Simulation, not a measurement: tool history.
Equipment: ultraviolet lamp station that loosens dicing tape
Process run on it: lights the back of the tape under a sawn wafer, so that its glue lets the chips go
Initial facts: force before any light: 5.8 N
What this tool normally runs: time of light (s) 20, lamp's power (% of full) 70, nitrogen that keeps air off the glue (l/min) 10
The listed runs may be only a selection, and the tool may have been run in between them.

run,hour,time of light (s),lamp's power (% of full),nitrogen that keeps air off the glue (l/min),force that peels the tape off (N),light that reached the tape (mJ/cm2)
1,0,20,70,10,0.875,176
2,5.3,20,70,10,0.869,176
3,14.4,20,90,10,0.546,227
4,22.5,20,90,10,0.564,222
5,27.4,20,70,10,0.876,177
6,36.6,20,68,10,0.94,167
7,44.9,20,68,10,0.943,169
8,52,20,68,10,0.954,169
9,61.8,20,70,10,0.905,173
10,68.6,20,70,10,0.918,170
11,77.5,20,70,5,1.355,169
12,85.1,20,70,10,0.952,171
13,93.2,20,70,10,0.941,169
14,103.3,20,70,10,0.952,174
15,112.2,20,100,10,0.496,236
16,116.9,20,100,10,0.501,235
17,121.5,20,100,10,0.481,238
18,128.6,20,100,10,0.499,236
19,136.9,11,70,10,2.035,92
20,142.2,20,79,10,0.804,186
21,147.3,20,79,10,0.804,184
22,155.2,11,66,11,2.23,82
23,160.3,39,91,11,0.204,408
24,170.4,29,60,3,1.444,202
25,179.8,29,60,3,1.543,200
26,186.5,31,64,11,0.515,232
27,195.3,27,70,16,0.383,230
28,199.6,27,70,16,0.385,226
29,204.4,14,71,15,1.262,119
30,212.5,20,60,17,0.89,145
31,221.3,12,60,18,1.776,84
32,226.2,24,66,4,1.407,188
33,234.6,20,70,10,0.94,166
34,239.9,20,70,10,0.964,166
35,249,20,70,10,0.946,165
36,254.1,24,67,4,1.41,192
37,263.3,28,87,9,0.366,288
38,269.9,24,77,10,0.602,222
39,276.9,24,77,10,0.61,213
40,285.3,24,77,10,0.634,213
41,292.1,24,77,10,0.637,214

Between the runs listed above, the log contained 2 entries, not reproduced here. Where in the sequence does each belong, and how does what the log doesn't record of the tool's condition differ from the listed run before to the listed run after?
Between runs 21 and 22: window cleaned of glue's vapour (hour 148.3)
  lamp's light, % of a new lamp's: 89.1 -> 88.9; light that the window lets through, % of a clean one's: 95.4 -> 94.6
  what was measured, less what the result would be without the hidden state, force that peels the tape off (N): +0.206 -> +0.371; light that reached the tape (mJ/cm2): -34 -> -16
Between runs 26 and 27: window cleaned of glue's vapour, once more (hour 191)
  lamp's light, % of a new lamp's: 88 -> 87.8; light that the window lets through, % of a clean one's: 94.2 -> 99.5
  what was measured, less what the result would be without the hidden state, force that peels the tape off (N): +0.153 -> +0.081; light that reached the tape (mJ/cm2): -48 -> -34
